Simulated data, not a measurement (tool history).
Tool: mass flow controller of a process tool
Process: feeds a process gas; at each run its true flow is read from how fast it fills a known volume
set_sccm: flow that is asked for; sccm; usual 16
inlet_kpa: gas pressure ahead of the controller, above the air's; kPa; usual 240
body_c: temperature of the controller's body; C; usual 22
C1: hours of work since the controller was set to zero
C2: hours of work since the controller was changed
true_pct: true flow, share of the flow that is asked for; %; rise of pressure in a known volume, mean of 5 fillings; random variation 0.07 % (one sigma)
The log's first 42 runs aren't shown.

run 43 day=95.075 | set_sccm=5 inlet_kpa=276 body_c=36 | C1=1387 C2=1387 | true_pct=98.76
run 44 day=96.550 | set_sccm=8 inlet_kpa=240 body_c=21 | C1=1402 C2=1402 | true_pct=98.30
run 45 day=99.775 | set_sccm=14 inlet_kpa=240 body_c=26 | C1=1435 C2=1435 | true_pct=99.14
run 46 day=101.783 | set_sccm=14 inlet_kpa=240 body_c=26 | C1=1456 C2=1456 | true_pct=99.10
run 47 day=104.717 | set_sccm=16 inlet_kpa=240 body_c=29 | C1=1486 C2=1486 | true_pct=99.57
run 48 day=107.246 | set_sccm=16 inlet_kpa=252 body_c=22 | C1=1511 C2=1511 | true_pct=99.06
run 49 day=109.658 | set_sccm=16 inlet_kpa=166 body_c=22 | C1=1536 C2=1536 | true_pct=99.48
run 50 day=112.508 | set_sccm=9 inlet_kpa=146 body_c=22 | C1=1565 C2=1565 | true_pct=98.90

Forecast each of these 3 alternatives for the next run:
run A day=115.029 | set_sccm=8 inlet_kpa=202 body_c=29 | C1=1591 C2=1591 | true_pct=?
run B day=115.029 | set_sccm=3 inlet_kpa=172 body_c=25 | C1=1591 C2=1591 | true_pct=?
run C day=115.029 | set_sccm=9 inlet_kpa=213 body_c=25 | C1=1591 C2=1591 | true_pct=?

run=A true_pct=98.87
run=B true_pct=98.74
run=C true_pct=98.66
Without the tool's hidden state the same runs would have given:
run=A true_pct=98.88
run=B true_pct=98.32
run=C true_pct=98.70
